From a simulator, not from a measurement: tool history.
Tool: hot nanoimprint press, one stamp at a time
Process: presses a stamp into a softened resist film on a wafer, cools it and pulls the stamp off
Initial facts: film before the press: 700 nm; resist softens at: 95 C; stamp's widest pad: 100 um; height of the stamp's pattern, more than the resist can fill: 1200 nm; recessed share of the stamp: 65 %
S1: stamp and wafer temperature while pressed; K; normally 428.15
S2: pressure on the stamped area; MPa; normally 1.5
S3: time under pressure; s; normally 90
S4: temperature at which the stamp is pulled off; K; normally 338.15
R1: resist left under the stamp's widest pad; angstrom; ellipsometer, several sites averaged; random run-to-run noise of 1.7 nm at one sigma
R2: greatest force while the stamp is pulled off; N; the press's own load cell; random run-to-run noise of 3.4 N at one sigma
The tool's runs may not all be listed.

run	hour	S1	S2	S3	S4	R1	R2
1	0	428.15	1.5	90	338.15	2893	251
2	15.3	428.15	1.5	90	338.15	2935	250
3	27.4	428.15	1.5	90	338.15	2899	259
# hour 41.2: stamp cleaned and given a new release coat
4	42	428.15	1.5	90	330.15	2913	193
5	50.1	428.15	1.5	90	338.15	2922	168
6	59.1	428.15	1.5	74	338.15	3152	173
7	67.5	428.15	1.5	74	338.15	3157	174
8	76.6	428.15	1.5	74	338.15	3177	177
9	86.9	428.15	1.5	90	338.15	2927	176
10	105	428.15	1.5	90	338.15	2951	179
11	122.1	428.15	1.5	90	338.15	2979	187
12	132.4	428.15	1.09	90	338.15	3377	195

Predict the results of run 13:
13	146.3	428.15	1.09	90	338.15	?	?

Run 13 gave R1 3385 angstrom, R2 194 N.
With no hidden state in the tool, this same run would have given R1 3199 angstrom, R2 161 N.

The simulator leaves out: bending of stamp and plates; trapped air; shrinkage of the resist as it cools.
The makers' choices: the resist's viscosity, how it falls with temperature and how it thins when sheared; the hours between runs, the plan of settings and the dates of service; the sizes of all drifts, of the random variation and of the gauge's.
